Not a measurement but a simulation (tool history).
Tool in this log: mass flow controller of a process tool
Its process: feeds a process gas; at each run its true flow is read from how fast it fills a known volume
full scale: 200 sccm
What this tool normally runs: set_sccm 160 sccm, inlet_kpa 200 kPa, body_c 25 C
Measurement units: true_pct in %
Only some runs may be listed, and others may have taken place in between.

| run | hour | set_sccm | inlet_kpa | body_c | true_pct |
|---|---|---|---|---|---|
| 1 | 0.0 | 160 | 200 | 25 | 99.84 |
| 2 | 101.4 | 160 | 200 | 25 | 99.78 |
| 3 | 166.2 | 160 | 200 | 25 | 99.78 |
| 4 | 221.9 | 160 | 200 | 25 | 99.81 |
| 5 | 263.4 | 160 | 200 | 25 | 99.84 |
| 6 | 358.0 | 195 | 200 | 25 | 100.04 |
| 7 | 416.6 | 160 | 216 | 25 | 99.59 |
| 8 | 484.2 | 160 | 200 | 38 | 98.67 |
| 9 | 565.0 | 160 | 200 | 25 | 99.78 |
| 10 | 625.5 | 160 | 200 | 25 | 99.90 |
| 11 | 683.6 | 160 | 200 | 25 | 99.89 |
| 12 | 751.5 | 160 | 200 | 25 | 99.85 |
| 13 | 795.9 | 23 | 217 | 22 | 99.32 |
| 14 | 894.2 | 30 | 200 | 25 | 99.33 |
| 15 | 978.4 | 30 | 200 | 25 | 99.32 |
| 16 | 1032.5 | 30 | 200 | 25 | 99.16 |
| 17 | 1084.9 | 30 | 200 | 25 | 99.32 |
| 18 | 1163.9 | 29 | 192 | 31 | 98.78 |
| 19 | 1240.7 | 25 | 251 | 23 | 99.04 |
| 20 | 1325.2 | 21 | 143 | 34 | 98.69 |
| 21 | 1368.5 | 160 | 146 | 30 | 99.57 |
| 22 | 1445.7 | 160 | 189 | 39 | 98.49 |
| 23 | 1523.4 | 43 | 222 | 39 | 97.86 |
| 24 | 1582.7 | 133 | 213 | 25 | 99.66 |

Consider 3 possible next runs. They are alternatives, not a sequence: every one starts from the tool as it was left by run 24. What does each give?
| A | 1677.9 | 133 | 213 | 33 | ? |
| B | 1677.9 | 31 | 222 | 25 | ? |
| C | 1677.9 | 30 | 162 | 21 | ? |

| run | true_pct |
|---|---|
| A | 98.83 |
| B | 99.18 |
| C | 99.95 |
Without the tool's unlogged condition, the same runs would have read:
| run | true_pct |
|---|---|
| A | 98.82 |
| B | 99.16 |
| C | 99.93 |
